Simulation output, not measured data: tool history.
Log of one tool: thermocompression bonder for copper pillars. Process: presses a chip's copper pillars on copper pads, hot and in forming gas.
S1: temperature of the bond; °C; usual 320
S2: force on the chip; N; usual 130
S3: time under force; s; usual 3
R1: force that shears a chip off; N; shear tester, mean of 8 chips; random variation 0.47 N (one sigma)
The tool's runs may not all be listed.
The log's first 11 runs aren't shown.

| run | hour | S1 | S2 | S3 | R1 |
|---|---|---|---|---|---|
| 12 | 279.0 | 320 | 130 | 2 | 44.2 |
| 13 | 294.5 | 320 | 130 | 5 | 61.2 |
| 14 | 308.6 | 320 | 130 | 2 | 43.6 |
| 15 | 338.9 | 320 | 130 | 2 | 43.2 |
| 16 | 367.5 | 320 | 130 | 2 | 43.8 |
| 17 | 383.7 | 320 | 130 | 2 | 43.8 |
|  | 400.6 | forming gas filter changed |
| 18 | 402.6 | 320 | 134 | 2 | 44.9 |
| 19 | 431.5 | 320 | 134 | 2 | 44.1 |
| 20 | 454.1 | 316 | 130 | 3 | 48.8 |
| 21 | 478.4 | 316 | 130 | 3 | 48.9 |
| 22 | 495.2 | 315 | 81 | 3 | 36.6 |
| 23 | 521.0 | 319 | 186 | 3 | 60.7 |
| 24 | 554.1 | 302 | 81 | 2 | 27.0 |
| 25 | 570.2 | 313 | 140 | 2 | 43.2 |
| 26 | 586.4 | 346 | 103 | 3 | 55.0 |
| 27 | 621.1 | 346 | 103 | 3 | 55.8 |
| 28 | 651.8 | 320 | 115 | 3 | 47.0 |
| 29 | 680.3 | 292 | 130 | 5 | 46.5 |
| 30 | 707.4 | 320 | 130 | 2 | 42.8 |
| 31 | 729.6 | 320 | 130 | 2 | 43.1 |
| 32 | 755.2 | 320 | 130 | 2 | 42.7 |
| 33 | 778.5 | 312 | 140 | 4 | 53.7 |
|  | 785.8 | forming gas filter changed |
| 34 | 797.1 | 320 | 189 | 4 | 68.0 |

Forecast run 35:
| 35 | 815.3 | 320 | 189 | 4 | ? |

{"run 35": {"R1": 67.9}}
Without the tool's hidden state the same run would have given R1 68.2 N.
